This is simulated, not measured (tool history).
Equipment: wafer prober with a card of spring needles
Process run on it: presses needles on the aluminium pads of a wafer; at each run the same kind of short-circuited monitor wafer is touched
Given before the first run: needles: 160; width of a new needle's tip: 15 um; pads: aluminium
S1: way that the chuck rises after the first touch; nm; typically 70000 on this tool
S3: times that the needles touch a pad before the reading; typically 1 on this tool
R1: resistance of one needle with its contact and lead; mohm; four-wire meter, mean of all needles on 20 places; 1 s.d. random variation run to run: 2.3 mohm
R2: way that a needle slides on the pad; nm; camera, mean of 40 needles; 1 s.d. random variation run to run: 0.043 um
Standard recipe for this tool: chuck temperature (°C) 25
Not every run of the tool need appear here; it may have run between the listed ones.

run 1 hour=0 | S1=70000 chuck_temperature_(°C)=25 S3=1 | R1=269 R2=15720
-- hour=5.4 tips cleaned on abrasive film
-- hour=12.7 tips cleaned on abrasive film
-- hour=19.9 tips cleaned on abrasive film
-- hour=28.9 tips cleaned on abrasive film
-- hour=36.4 height of the first contact set anew
-- hour=38.2 tips cleaned on abrasive film
-- hour=47.2 tips cleaned on abrasive film
-- hour=56.3 tips cleaned on abrasive film
-- hour=63.9 tips cleaned on abrasive film
run 2 hour=63.9 | S1=70000 chuck_temperature_(°C)=25 S3=1 | R1=258 R2=16490
-- hour=72.9 tips cleaned on abrasive film
-- hour=82 tips cleaned on abrasive film
-- hour=91 tips cleaned on abrasive film
-- hour=100 tips cleaned on abrasive film
-- hour=109 tips cleaned on abrasive film
-- hour=118 tips cleaned on abrasive film
-- hour=125.2 tips cleaned on abrasive film
-- hour=132.5 tips cleaned on abrasive film
run 3 hour=133.2 | S1=70000 chuck_temperature_(°C)=25 S3=1 | R1=257 R2=16190
-- hour=140.4 tips cleaned on abrasive film
-- hour=147.7 tips cleaned on abrasive film
-- hour=154.9 tips cleaned on abrasive film
-- hour=163.9 tips cleaned on abrasive film
-- hour=172.9 tips cleaned on abrasive film
run 4 hour=178.4 | S1=70000 chuck_temperature_(°C)=25 S3=1 | R1=271 R2=16110
-- hour=180.2 tips cleaned on abrasive film
-- hour=187.5 tips cleaned on abrasive film
-- hour=196.5 tips cleaned on abrasive film
-- hour=205.5 tips cleaned on abrasive film
-- hour=214.5 tips cleaned on abrasive film
run 5 hour=214.9 | S1=70000 chuck_temperature_(°C)=25 S3=1 | R1=263 R2=15850
-- hour=222.1 tips cleaned on abrasive film
-- hour=229.4 tips cleaned on abrasive film
-- hour=238.4 tips cleaned on abrasive film
-- hour=245.6 tips cleaned on abrasive film
-- hour=254.6 tips cleaned on abrasive film
-- hour=263.6 tips cleaned on abrasive film
-- hour=272.7 tips cleaned on abrasive film
-- hour=281.5 tips cleaned on abrasive film
run 6 hour=281.5 | S1=70000 chuck_temperature_(°C)=25 S3=1 | R1=259 R2=15730
-- hour=290.5 tips cleaned on abrasive film
-- hour=297.8 tips cleaned on abrasive film
-- hour=306.8 tips cleaned on abrasive film
-- hour=314 tips cleaned on abrasive film
run 7 hour=315.2 | S1=70000 chuck_temperature_(°C)=25 S3=1 | R1=264 R2=15690
-- hour=322.4 tips cleaned on abrasive film
-- hour=326.2 height of the first contact set anew
-- hour=329.9 tips cleaned on abrasive film
-- hour=338.9 tips cleaned on abrasive film
-- hour=347.9 tips cleaned on abrasive film
-- hour=357 tips cleaned on abrasive film
-- hour=366 tips cleaned on abrasive film
run 8 hour=372 | S1=70000 chuck_temperature_(°C)=30 S3=1 | R1=272 R2=16370
-- hour=373.9 tips cleaned on abrasive film
-- hour=381.2 tips cleaned on abrasive film
-- hour=390.2 tips cleaned on abrasive film
-- hour=399.2 tips cleaned on abrasive film
-- hour=406.4 tips cleaned on abrasive film
-- hour=415.4 tips cleaned on abrasive film
-- hour=422.7 tips cleaned on abrasive film
-- hour=429.9 tips cleaned on abrasive film
-- hour=438.9 tips cleaned on abrasive film
run 9 hour=445.6 | S1=76000 chuck_temperature_(°C)=25 S3=1 | R1=277 R2=17560
-- hour=447.5 tips cleaned on abrasive film
-- hour=456.5 tips cleaned on abrasive film
-- hour=465.5 tips cleaned on abrasive film
-- hour=474.5 tips cleaned on abrasive film
-- hour=481.7 tips cleaned on abrasive film
-- hour=490.8 tips cleaned on abrasive film
-- hour=499.8 tips cleaned on abrasive film
-- hour=508.8 tips cleaned on abrasive film
run 10 hour=515.1 | S1=76000 chuck_temperature_(°C)=25 S3=1 | R1=275 R2=17370
-- hour=516.9 tips cleaned on abrasive film
-- hour=524.2 tips cleaned on abrasive film
-- hour=533.2 tips cleaned on abrasive film
-- hour=540.4 tips cleaned on abrasive film
-- hour=549.4 tips cleaned on abrasive film
-- hour=556.7 tips cleaned on abrasive film
-- hour=565.7 tips cleaned on abrasive film
-- hour=574.7 tips cleaned on abrasive film
run 11 hour=577.8 | S1=76000 chuck_temperature_(°C)=25 S3=1 | R1=272 R2=17010
-- hour=583.2 tips cleaned on abrasive film
-- hour=590.4 tips cleaned on abrasive film
-- hour=599.4 tips cleaned on abrasive film
-- hour=608.5 tips cleaned on abrasive film
-- hour=615.9 height of the first contact set anew
-- hour=617.8 tips cleaned on abrasive film
-- hour=625 tips cleaned on abrasive film
-- hour=632.6 tips cleaned on abrasive film
run 12 hour=632.6 | S1=76000 chuck_temperature_(°C)=25 S3=1 | R1=255 R2=17870

What will run 13 give?
-- hour=641.6 tips cleaned on abrasive film
-- hour=650.6 tips cleaned on abrasive film
-- hour=659.6 tips cleaned on abrasive film
-- hour=668.6 tips cleaned on abrasive film
-- hour=675.9 tips cleaned on abrasive film
run 13 hour=682.6 | S1=70000 chuck_temperature_(°C)=27 S3=1 | R1=? R2=?

Run 13 gave R1 282 mohm, R2 16210 nm.
Had the tool carried no hidden state, the very same run would have given R1 256 mohm, R2 16430 nm.

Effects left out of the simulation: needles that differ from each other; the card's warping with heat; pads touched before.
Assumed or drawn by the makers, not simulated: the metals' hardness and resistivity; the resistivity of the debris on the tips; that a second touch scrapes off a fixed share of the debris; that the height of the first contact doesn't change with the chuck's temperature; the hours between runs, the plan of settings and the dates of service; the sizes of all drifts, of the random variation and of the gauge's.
